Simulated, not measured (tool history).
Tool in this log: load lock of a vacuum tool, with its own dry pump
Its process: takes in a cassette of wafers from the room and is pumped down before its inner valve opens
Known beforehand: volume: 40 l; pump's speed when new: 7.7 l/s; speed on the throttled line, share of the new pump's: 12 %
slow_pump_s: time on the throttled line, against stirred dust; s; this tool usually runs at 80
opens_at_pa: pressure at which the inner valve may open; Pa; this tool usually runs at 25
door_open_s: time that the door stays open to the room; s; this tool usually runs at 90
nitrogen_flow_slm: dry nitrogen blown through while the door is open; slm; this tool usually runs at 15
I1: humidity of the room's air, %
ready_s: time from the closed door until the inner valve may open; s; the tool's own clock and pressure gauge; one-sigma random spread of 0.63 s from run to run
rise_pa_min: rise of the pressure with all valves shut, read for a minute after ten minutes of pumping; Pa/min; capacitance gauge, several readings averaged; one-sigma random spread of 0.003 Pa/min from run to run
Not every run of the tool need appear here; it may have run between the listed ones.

{"run": 1, "hour": 0.0, "slow_pump_s": 80, "opens_at_pa": 25, "door_open_s": 90, "nitrogen_flow_slm": 15, "I1": 44.0, "ready_s": 114.5, "rise_pa_min": 0.042}
{"run": 2, "hour": 597.5, "slow_pump_s": 80, "opens_at_pa": 25, "door_open_s": 90, "nitrogen_flow_slm": 15, "I1": 40.9, "ready_s": 112.4, "rise_pa_min": 0.049}
{"run": 3, "hour": 1115.8, "slow_pump_s": 80, "opens_at_pa": 25, "door_open_s": 90, "nitrogen_flow_slm": 15, "I1": 44.9, "ready_s": 113.0, "rise_pa_min": 0.044}
{"run": 4, "hour": 1455.6, "slow_pump_s": 80, "opens_at_pa": 25, "door_open_s": 90, "nitrogen_flow_slm": 15, "I1": 44.3, "ready_s": 113.2, "rise_pa_min": 0.049}
{"run": 5, "hour": 1773.9, "slow_pump_s": 80, "opens_at_pa": 25, "door_open_s": 90, "nitrogen_flow_slm": 15, "I1": 43.3, "ready_s": 113.5, "rise_pa_min": 0.048}
{"run": 6, "hour": 2245.0, "slow_pump_s": 80, "opens_at_pa": 25, "door_open_s": 90, "nitrogen_flow_slm": 15, "I1": 46.2, "ready_s": 112.9, "rise_pa_min": 0.046}
{"run": 7, "hour": 2726.1, "slow_pump_s": 80, "opens_at_pa": 25, "door_open_s": 90, "nitrogen_flow_slm": 15, "I1": 46.8, "ready_s": 112.9, "rise_pa_min": 0.05}
{"run": 8, "hour": 3018.5, "slow_pump_s": 80, "opens_at_pa": 25, "door_open_s": 90, "nitrogen_flow_slm": 15, "I1": 47.8, "ready_s": 113.6, "rise_pa_min": 0.049}
{"run": 9, "hour": 3466.1, "slow_pump_s": 80, "opens_at_pa": 25, "door_open_s": 90, "nitrogen_flow_slm": 15, "I1": 46.8, "ready_s": 113.5, "rise_pa_min": 0.051}
{"run": 10, "hour": 3942.8, "slow_pump_s": 80, "opens_at_pa": 25, "door_open_s": 90, "nitrogen_flow_slm": 15, "I1": 42.9, "ready_s": 113.2, "rise_pa_min": 0.05}
{"run": 11, "hour": 4397.2, "slow_pump_s": 80, "opens_at_pa": 25, "door_open_s": 90, "nitrogen_flow_slm": 15, "I1": 43.9, "ready_s": 112.4, "rise_pa_min": 0.048}
{"run": 12, "hour": 4732.8, "slow_pump_s": 80, "opens_at_pa": 25, "door_open_s": 90, "nitrogen_flow_slm": 15, "I1": 48.2, "ready_s": 112.5, "rise_pa_min": 0.049}
{"hour": 5006.2, "done": "door's seal changed, seat wiped"}
{"run": 13, "hour": 5324.0, "slow_pump_s": 80, "opens_at_pa": 25, "door_open_s": 90, "nitrogen_flow_slm": 8, "I1": 46.4, "ready_s": 114.7, "rise_pa_min": 0.053}
{"run": 14, "hour": 5810.2, "slow_pump_s": 80, "opens_at_pa": 25, "door_open_s": 90, "nitrogen_flow_slm": 11, "I1": 44.5, "ready_s": 114.4, "rise_pa_min": 0.052}
{"run": 15, "hour": 6380.5, "slow_pump_s": 80, "opens_at_pa": 25, "door_open_s": 90, "nitrogen_flow_slm": 11, "I1": 46.9, "ready_s": 112.5, "rise_pa_min": 0.05}
{"run": 16, "hour": 6987.9, "slow_pump_s": 80, "opens_at_pa": 25, "door_open_s": 90, "nitrogen_flow_slm": 11, "I1": 43.5, "ready_s": 114.3, "rise_pa_min": 0.051}
{"run": 17, "hour": 7418.5, "slow_pump_s": 55, "opens_at_pa": 25, "door_open_s": 90, "nitrogen_flow_slm": 15, "I1": 46.1, "ready_s": 91.6, "rise_pa_min": 0.044}
{"run": 18, "hour": 7973.0, "slow_pump_s": 55, "opens_at_pa": 25, "door_open_s": 90, "nitrogen_flow_slm": 15, "I1": 50.1, "ready_s": 92.4, "rise_pa_min": 0.043}
{"hour": 8394.2, "done": "dry pump taken out, an overhauled one fitted"}
{"run": 19, "hour": 8425.4, "slow_pump_s": 55, "opens_at_pa": 45, "door_open_s": 45, "nitrogen_flow_slm": 36, "I1": 45.4, "ready_s": 89.5, "rise_pa_min": 0.022}
{"run": 20, "hour": 8773.8, "slow_pump_s": 129, "opens_at_pa": 25, "door_open_s": 120, "nitrogen_flow_slm": 15, "I1": 43.8, "ready_s": 156.6, "rise_pa_min": 0.054}
{"run": 21, "hour": 9139.7, "slow_pump_s": 80, "opens_at_pa": 21, "door_open_s": 34, "nitrogen_flow_slm": 5, "I1": 46.6, "ready_s": 113.1, "rise_pa_min": 0.031}
{"run": 22, "hour": 9737.1, "slow_pump_s": 42, "opens_at_pa": 49, "door_open_s": 90, "nitrogen_flow_slm": 15, "I1": 45.2, "ready_s": 76.2, "rise_pa_min": 0.049}
{"run": 23, "hour": 9989.6, "slow_pump_s": 53, "opens_at_pa": 49, "door_open_s": 64, "nitrogen_flow_slm": 15, "I1": 44.3, "ready_s": 86.0, "rise_pa_min": 0.041}
{"run": 24, "hour": 10417.6, "slow_pump_s": 80, "opens_at_pa": 25, "door_open_s": 50, "nitrogen_flow_slm": 15, "I1": 46.0, "ready_s": 113.9, "rise_pa_min": 0.03}
{"run": 25, "hour": 10779.1, "slow_pump_s": 80, "opens_at_pa": 25, "door_open_s": 50, "nitrogen_flow_slm": 15, "I1": 47.2, "ready_s": 113.1, "rise_pa_min": 0.036}
{"run": 26, "hour": 11206.3, "slow_pump_s": 58, "opens_at_pa": 22, "door_open_s": 50, "nitrogen_flow_slm": 42, "I1": 44.2, "ready_s": 93.9, "rise_pa_min": 0.02}
{"run": 27, "hour": 11531.6, "slow_pump_s": 80, "opens_at_pa": 20, "door_open_s": 169, "nitrogen_flow_slm": 15, "I1": 50.0, "ready_s": 114.7, "rise_pa_min": 0.079}
{"run": 28, "hour": 12120.6, "slow_pump_s": 99, "opens_at_pa": 43, "door_open_s": 90, "nitrogen_flow_slm": 15, "I1": 48.2, "ready_s": 126.8, "rise_pa_min": 0.049}
{"run": 29, "hour": 12542.9, "slow_pump_s": 99, "opens_at_pa": 43, "door_open_s": 90, "nitrogen_flow_slm": 15, "I1": 43.0, "ready_s": 126.7, "rise_pa_min": 0.05}
{"hour": 12788.6, "done": "door's seal changed, seat wiped"}
{"run": 30, "hour": 12857.0, "slow_pump_s": 80, "opens_at_pa": 37, "door_open_s": 176, "nitrogen_flow_slm": 15, "I1": 43.9, "ready_s": 110.2, "rise_pa_min": 0.07}
{"run": 31, "hour": 13477.7, "slow_pump_s": 80, "opens_at_pa": 37, "door_open_s": 176, "nitrogen_flow_slm": 15, "I1": 47.5, "ready_s": 111.7, "rise_pa_min": 0.081}
{"run": 32, "hour": 13780.1, "slow_pump_s": 80, "opens_at_pa": 37, "door_open_s": 176, "nitrogen_flow_slm": 15, "I1": 48.5, "ready_s": 111.0, "rise_pa_min": 0.078}
{"run": 33, "hour": 14341.2, "slow_pump_s": 80, "opens_at_pa": 37, "door_open_s": 176, "nitrogen_flow_slm": 15, "I1": 44.4, "ready_s": 110.3, "rise_pa_min": 0.075}
{"run": 34, "hour": 14849.9, "slow_pump_s": 80, "opens_at_pa": 22, "door_open_s": 90, "nitrogen_flow_slm": 42, "I1": 46.5, "ready_s": 113.8, "rise_pa_min": 0.031}
{"run": 35, "hour": 15260.9, "slow_pump_s": 80, "opens_at_pa": 21, "door_open_s": 90, "nitrogen_flow_slm": 31, "I1": 46.2, "ready_s": 114.8, "rise_pa_min": 0.038}
{"run": 36, "hour": 15600.6, "slow_pump_s": 80, "opens_at_pa": 44, "door_open_s": 90, "nitrogen_flow_slm": 8, "I1": 42.4, "ready_s": 109.9, "rise_pa_min": 0.052}

5 ways to go on from here, each from the tool as it stands after run 36. What would each give?
{"run": "A", "hour": 15945.5, "slow_pump_s": 75, "opens_at_pa": 25, "door_open_s": 165, "nitrogen_flow_slm": 34, "I1": 44.4, "ready_s": "?", "rise_pa_min": "?"}
{"run": "B", "hour": 15945.5, "slow_pump_s": 80, "opens_at_pa": 25, "door_open_s": 43, "nitrogen_flow_slm": 7, "I1": 42.7, "ready_s": "?", "rise_pa_min": "?"}
{"run": "C", "hour": 15945.5, "slow_pump_s": 80, "opens_at_pa": 25, "door_open_s": 38, "nitrogen_flow_slm": 15, "I1": 40.2, "ready_s": "?", "rise_pa_min": "?"}
{"run": "D", "hour": 15945.5, "slow_pump_s": 80, "opens_at_pa": 21, "door_open_s": 192, "nitrogen_flow_slm": 6, "I1": 48.2, "ready_s": "?", "rise_pa_min": "?"}
{"run": "E", "hour": 15945.5, "slow_pump_s": 139, "opens_at_pa": 44, "door_open_s": 108, "nitrogen_flow_slm": 8, "I1": 48.2, "ready_s": "?", "rise_pa_min": "?"}

run=A ready_s=109.3 rise_pa_min=0.051
run=B ready_s=114.8 rise_pa_min=0.035
run=C ready_s=114.4 rise_pa_min=0.027
run=D ready_s=114.6 rise_pa_min=0.098
run=E ready_s=162.9 rise_pa_min=0.063
With the hidden condition removed and each run's random variation left untouched, the same runs would have given:
run=A ready_s=109.3 rise_pa_min=0.051
run=B ready_s=114.7 rise_pa_min=0.035
run=C ready_s=114.4 rise_pa_min=0.026
run=D ready_s=114.5 rise_pa_min=0.097
run=E ready_s=162.8 rise_pa_min=0.062
